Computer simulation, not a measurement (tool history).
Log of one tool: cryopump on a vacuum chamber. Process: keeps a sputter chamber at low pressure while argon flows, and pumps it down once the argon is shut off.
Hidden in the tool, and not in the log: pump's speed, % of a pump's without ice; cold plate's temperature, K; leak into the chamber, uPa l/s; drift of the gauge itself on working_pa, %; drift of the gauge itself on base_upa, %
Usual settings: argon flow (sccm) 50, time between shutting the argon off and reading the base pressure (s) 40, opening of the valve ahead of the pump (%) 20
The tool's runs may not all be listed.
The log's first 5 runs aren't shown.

| run | hour | argon flow (sccm) | time between shutting the argon off and reading the base pressure (s) | opening of the valve ahead of the pump (%) | hours of work since the pump was warmed up and emptied | hours of work since the cold head was overhauled | hours of work since the chamber's fittings were tightened | pressure while argon flows (Pa) | pressure after the wait (uPa) |
|---|---|---|---|---|---|---|---|---|---|
| 6 | 370.4 | 50 | 40 | 59 | 230 | 1504 | 709 | 0.0666 | 1.03 |
| 7 | 445.5 | 36 | 40 | 59 | 286 | 1560 | 765 | 0.0496 | 1.16 |
| 8 | 487 | 50 | 40 | 38 | 317 | 1591 | 796 | 0.1028 | 1.18 |
|  | 580 | pump warmed up, emptied and cooled again |
| 9 | 580.9 | 50 | 40 | 20 | 1 | 1657 | 863 | 0.1719 | 1 |
| 10 | 682.2 | 50 | 40 | 20 | 76 | 1733 | 938 | 0.1736 | 1.13 |
| 11 | 738.8 | 50 | 40 | 20 | 119 | 1775 | 981 | 0.1758 | 1.21 |
| 12 | 790.3 | 21 | 40 | 20 | 157 | 1814 | 1019 | 0.0741 | 1.34 |
| 13 | 845.4 | 44 | 40 | 20 | 198 | 1855 | 1060 | 0.1583 | 1.37 |
| 14 | 903.8 | 44 | 63 | 20 | 242 | 1899 | 1104 | 0.1612 | 1.31 |
| 15 | 951.6 | 50 | 40 | 48 | 278 | 1934 | 1140 | 0.0835 | 1.48 |
| 16 | 998.1 | 50 | 40 | 48 | 312 | 1969 | 1175 | 0.0849 | 1.62 |
|  | 1097.6 | pump warmed up, emptied and cooled again |
| 17 | 1097.6 | 50 | 40 | 19 | 0 | 2040 | 1245 | 0.1801 | 1.32 |
| 18 | 1178.8 | 50 | 40 | 17 | 61 | 2101 | 1306 | 0.2036 | 1.4 |
| 19 | 1277.5 | 50 | 40 | 17 | 134 | 2174 | 1380 | 0.207 | 1.52 |
| 20 | 1368.4 | 57 | 20 | 23 | 202 | 2242 | 1448 | 0.1786 | 1.98 |
| 21 | 1426.5 | 46 | 24 | 39 | 246 | 2286 | 1491 | 0.0901 | 1.95 |

The next listed run, before its measurement:
| 22 | 1501.3 | 87 | 72 | 26 | 302 | 2342 | 1547 | ? | ? |

pressure while argon flows (Pa): 0.2511
pressure after the wait (uPa): 1.69
Without the tool's hidden state the same run would have given pressure while argon flows (Pa) 0.2298, pressure after the wait (uPa) 0.25.
